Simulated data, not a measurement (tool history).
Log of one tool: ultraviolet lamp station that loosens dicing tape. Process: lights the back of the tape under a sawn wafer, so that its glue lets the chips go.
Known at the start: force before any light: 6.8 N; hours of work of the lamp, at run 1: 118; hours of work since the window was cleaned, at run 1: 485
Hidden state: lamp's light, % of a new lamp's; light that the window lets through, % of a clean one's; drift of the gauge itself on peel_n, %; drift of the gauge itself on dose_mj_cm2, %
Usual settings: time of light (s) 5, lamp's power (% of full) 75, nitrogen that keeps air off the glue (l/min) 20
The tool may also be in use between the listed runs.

run	hour	time of light (s)	lamp's power (% of full)	nitrogen that keeps air off the glue (l/min)	hours of work of the lamp	hours of work since the window was cleaned	force that peels the tape off (N)	light that reached the tape (mJ/cm2)
1	0.0	5	75	20	118	485	0.611	350
2	17.0	5	75	20	129	496	0.608	345
3	38.0	5	75	20	143	509	0.622	344
4	55.6	5	75	20	154	521	0.630	344
5	75.5	8	75	20	167	533	0.177	550
6	90.6	5	75	20	177	543	0.615	345
7	110.5	5	78	20	189	556	0.574	355
8	123.8	5	64	20	198	565	0.898	284
9	141.6	5	64	20	210	576	0.890	283
10	163.5	5	60	20	224	590	1.058	269
# hour 173.1: window cleaned of glue's vapour
11	177.0	5	60	20	232	2	0.850	292
12	194.3	8	91	10	243	14	0.202	713
13	210.5	6	91	7	254	24	0.637	527
14	231.4	3	75	7	267	38	2.486	220
15	251.4	5	65	11	280	51	1.242	316
16	266.8	5	84	31	290	61	0.269	407
17	277.6	4	61	10	297	68	1.944	233
18	287.4	5	64	9	304	74	1.409	304
19	307.5	5	61	20	316	87	0.892	289
20	319.1	8	97	20	324	94	0.096	735
21	337.6	3	75	16	336	106	1.736	213

Forecast each of these 4 alternatives for the next run:
A	356.8	5	75	12	348	119	?	?
B	356.8	9	75	6	348	119	?	?
C	356.8	3	69	28	348	119	?	?
D	356.8	6	71	18	348	119	?	?

run	force that peels the tape off (N)	light that reached the tape (mJ/cm2)
A	0.916	349
B	0.503	631
C	1.434	192
D	0.473	394
Without the tool's hidden state the same runs would have given:
run	force that peels the tape off (N)	light that reached the tape (mJ/cm2)
A	0.726	392
B	0.377	708
C	1.193	216
D	0.354	442

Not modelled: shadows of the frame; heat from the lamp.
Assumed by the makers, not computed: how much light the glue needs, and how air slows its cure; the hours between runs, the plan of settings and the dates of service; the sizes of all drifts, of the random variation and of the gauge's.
